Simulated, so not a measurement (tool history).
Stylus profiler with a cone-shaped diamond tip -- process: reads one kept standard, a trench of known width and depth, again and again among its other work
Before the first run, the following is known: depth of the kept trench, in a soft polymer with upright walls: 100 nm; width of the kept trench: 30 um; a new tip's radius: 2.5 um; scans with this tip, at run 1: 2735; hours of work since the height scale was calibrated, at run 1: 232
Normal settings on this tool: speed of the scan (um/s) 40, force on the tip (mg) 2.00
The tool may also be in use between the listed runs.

run,day,speed of the scan (um/s),force on the tip (mg),scans with this tip,hours of work since the height scale was calibrated,depth of the trench (Å),width of the trench's floor (µm)
1,0.000,40,2.00,2735,232,1012.1,28.34
2,0.667,40,3.95,2833,240,1019.4,28.38
3,1.538,40,3.95,2960,251,1019.7,28.34
4,2.162,40,3.95,3051,258,1019.5,28.36
5,2.525,40,3.95,3104,263,1019.8,28.38
6,3.338,40,3.95,3223,273,1019.7,28.34
7,4.204,40,3.72,3350,284,1019.8,28.31
8,5.079,40,3.72,3478,294,1019.0,28.37
9,5.871,40,3.72,3594,304,1018.4,28.31
10,6.350,40,3.72,3664,310,1019.3,28.42
11,6.850,40,3.72,3737,316,1019.1,28.37
12,7.392,40,1.19,3816,323,1008.6,28.26
13,8.267,40,2.00,3944,334,1012.5,28.28
14,9.150,40,2.00,4073,345,1012.4,28.30
15,9.608,40,2.00,4140,350,1011.9,28.25
16,10.046,40,2.00,4204,356,1011.6,28.33
17,10.842,66,1.02,4320,366,1006.9,28.03
18,11.304,66,1.02,4388,371,1007.4,28.03
19,12.033,66,1.02,4495,380,1006.6,28.02
20,12.912,37,1.37,4623,391,1007.9,28.24
21,13.554,124,1.19,4717,399,1007.2,27.71
22,13.929,124,1.19,4772,404,1006.6,27.75
23,14.542,124,1.19,4861,412,1007.9,27.72
24,15.050,124,1.19,4936,418,1007.4,27.78
25,15.933,97,1.25,5065,429,1008.4,27.93
26,16.408,97,1.25,5135,435,1007.3,27.96
27,16.983,15,2.75,5219,442,1016.1,28.43
28,17.446,15,2.75,5286,447,1014.7,28.43

Each row is a separate what-if for the run after 28, all from the same tool condition, not one after another. Results?
A,18.225,121,4.69,5400,457,?,?
B,18.225,26,2.00,5400,457,?,?
C,18.225,18,2.00,5400,457,?,?

run,depth of the trench (Å),width of the trench's floor (µm)
A,1022.1,28.09
B,1012.1,28.34
C,1011.9,28.39
With the hidden condition removed and each run's random variation left untouched, the same runs would have given:
run,depth of the trench (Å),width of the trench's floor (µm)
A,1024.0,28.25
B,1014.0,28.50
C,1013.8,28.54
